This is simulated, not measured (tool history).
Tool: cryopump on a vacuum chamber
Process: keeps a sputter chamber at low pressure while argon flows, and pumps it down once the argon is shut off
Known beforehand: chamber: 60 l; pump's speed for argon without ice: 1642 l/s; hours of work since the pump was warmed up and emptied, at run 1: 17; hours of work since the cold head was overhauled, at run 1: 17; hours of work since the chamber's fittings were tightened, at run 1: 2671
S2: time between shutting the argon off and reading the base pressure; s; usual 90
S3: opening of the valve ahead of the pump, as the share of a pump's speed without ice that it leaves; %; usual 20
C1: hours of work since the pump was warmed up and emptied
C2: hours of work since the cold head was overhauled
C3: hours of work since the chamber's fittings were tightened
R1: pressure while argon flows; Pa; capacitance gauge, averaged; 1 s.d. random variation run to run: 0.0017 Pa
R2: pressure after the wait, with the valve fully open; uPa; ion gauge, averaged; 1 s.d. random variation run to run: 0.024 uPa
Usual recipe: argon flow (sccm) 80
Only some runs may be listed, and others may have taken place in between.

run 1 day=0.000 | argon_flow_(sccm)=80 S2=90 S3=20 | C1=17 C2=17 C3=2671 | R1=0.4139 R2=1.61
run 2 day=0.367 | argon_flow_(sccm)=80 S2=68 S3=20 | C1=21 C2=21 C3=2675 | R1=0.4136 R2=1.75
run 3 day=0.783 | argon_flow_(sccm)=80 S2=68 S3=20 | C1=26 C2=26 C3=2680 | R1=0.4136 R2=1.72
run 4 day=1.346 | argon_flow_(sccm)=80 S2=68 S3=20 | C1=32 C2=32 C3=2686 | R1=0.4117 R2=1.76
run 5 day=1.862 | argon_flow_(sccm)=80 S2=68 S3=20 | C1=38 C2=38 C3=2691 | R1=0.4181 R2=1.75
run 6 day=2.358 | argon_flow_(sccm)=80 S2=90 S3=20 | C1=43 C2=43 C3=2697 | R1=0.4141 R2=1.52
run 7 day=2.671 | argon_flow_(sccm)=80 S2=90 S3=20 | C1=47 C2=47 C3=2700 | R1=0.4163 R2=1.55
run 8 day=2.983 | argon_flow_(sccm)=80 S2=90 S3=20 | C1=50 C2=50 C3=2704 | R1=0.4124 R2=1.56
run 9 day=3.275 | argon_flow_(sccm)=80 S2=90 S3=20 | C1=53 C2=53 C3=2707 | R1=0.4154 R2=1.58
run 10 day=3.725 | argon_flow_(sccm)=80 S2=90 S3=20 | C1=58 C2=58 C3=2712 | R1=0.4132 R2=1.58
run 11 day=4.212 | argon_flow_(sccm)=80 S2=90 S3=20 | C1=64 C2=64 C3=2717 | R1=0.4132 R2=1.62
run 12 day=4.550 | argon_flow_(sccm)=80 S2=90 S3=20 | C1=67 C2=67 C3=2721 | R1=0.4144 R2=1.59
run 13 day=4.921 | argon_flow_(sccm)=80 S2=90 S3=20 | C1=71 C2=71 C3=2725 | R1=0.4136 R2=1.58
run 14 day=5.529 | argon_flow_(sccm)=80 S2=90 S3=20 | C1=78 C2=78 C3=2732 | R1=0.4145 R2=1.67
run 15 day=6.104 | argon_flow_(sccm)=80 S2=90 S3=20 | C1=85 C2=85 C3=2738 | R1=0.4169 R2=1.57
run 16 day=6.646 | argon_flow_(sccm)=80 S2=90 S3=20 | C1=90 C2=90 C3=2744 | R1=0.4166 R2=1.59
run 17 day=7.208 | argon_flow_(sccm)=146 S2=90 S3=20 | C1=97 C2=97 C3=2751 | R1=0.7575 R2=1.63
run 18 day=7.675 | argon_flow_(sccm)=32 S2=25 S3=17 | C1=102 C2=102 C3=2756 | R1=0.1945 R2=3.32
run 19 day=8.079 | argon_flow_(sccm)=90 S2=90 S3=36 | C1=106 C2=106 C3=2760 | R1=0.2630 R2=1.58
run 20 day=8.533 | argon_flow_(sccm)=90 S2=90 S3=36 | C1=111 C2=111 C3=2765 | R1=0.2622 R2=1.61
run 21 day=9.200 | argon_flow_(sccm)=90 S2=90 S3=36 | C1=119 C2=119 C3=2773 | R1=0.2619 R2=1.58
run 22 day=9.767 | argon_flow_(sccm)=90 S2=90 S3=36 | C1=125 C2=125 C3=2779 | R1=0.2621 R2=1.58
run 23 day=10.421 | argon_flow_(sccm)=74 S2=59 S3=17 | C1=132 C2=132 C3=2786 | R1=0.4521 R2=1.94
run 24 day=10.825 | argon_flow_(sccm)=74 S2=59 S3=17 | C1=137 C2=137 C3=2791 | R1=0.4523 R2=1.93
run 25 day=11.346 | argon_flow_(sccm)=124 S2=59 S3=34 | C1=142 C2=142 C3=2796 | R1=0.3847 R2=1.99
run 26 day=11.758 | argon_flow_(sccm)=34 S2=233 S3=34 | C1=147 C2=147 C3=2801 | R1=0.1058 R2=1.28
run 27 day=12.396 | argon_flow_(sccm)=34 S2=136 S3=30 | C1=154 C2=154 C3=2808 | R1=0.1193 R2=1.40
run 28 day=12.788 | argon_flow_(sccm)=34 S2=34 S3=30 | C1=158 C2=158 C3=2812 | R1=0.1177 R2=2.66
run 29 day=13.396 | argon_flow_(sccm)=34 S2=34 S3=30 | C1=165 C2=165 C3=2819 | R1=0.1192 R2=2.62
run 30 day=13.829 | argon_flow_(sccm)=82 S2=90 S3=16 | C1=170 C2=170 C3=2824 | R1=0.5380 R2=1.66
run 31 day=14.246 | argon_flow_(sccm)=82 S2=90 S3=16 | C1=175 C2=175 C3=2828 | R1=0.5324 R2=1.66
run 32 day=14.738 | argon_flow_(sccm)=82 S2=90 S3=16 | C1=180 C2=180 C3=2834 | R1=0.5337 R2=1.62
run 33 day=15.138 | argon_flow_(sccm)=82 S2=119 S3=21 | C1=184 C2=184 C3=2838 | R1=0.4092 R2=1.55
run 34 day=15.617 | argon_flow_(sccm)=43 S2=119 S3=35 | C1=190 C2=190 C3=2844 | R1=0.1302 R2=1.47

A few steps of R1 between consecutive runs. Split each: what settings, incoming material and random variation would produce without the hidden state, and what is left over for the hidden state, along with gauge scatter present in only one of the two compared results (measured, and without hidden state):
Unlogged tool condition in this case: pump's speed, % of a pump's without ice; cold plate's temperature, K; leak into the chamber, uPa l/s; drift of the gauge itself on working_pa, %; drift of the gauge itself on base_upa, %.
Run 16 -> 17: argon flow (sccm) 80 -> 146. R1 +0.3409 Pa: hidden state +0.0038, all else +0.3371.
Run 17 -> 18: argon flow (sccm) 146 -> 32, S2 90 -> 25, S3 20 -> 17. R1 -0.5630 Pa: hidden state -0.0061, all else -0.5569.
Run 25 -> 26: argon flow (sccm) 124 -> 34, S2 59 -> 233. R1 -0.2789 Pa: hidden state -0.0068, all else -0.2721.
Run 29 -> 30: argon flow (sccm) 34 -> 82, S2 34 -> 90, S3 30 -> 16. R1 +0.4188 Pa: hidden state +0.0044, all else +0.4144.
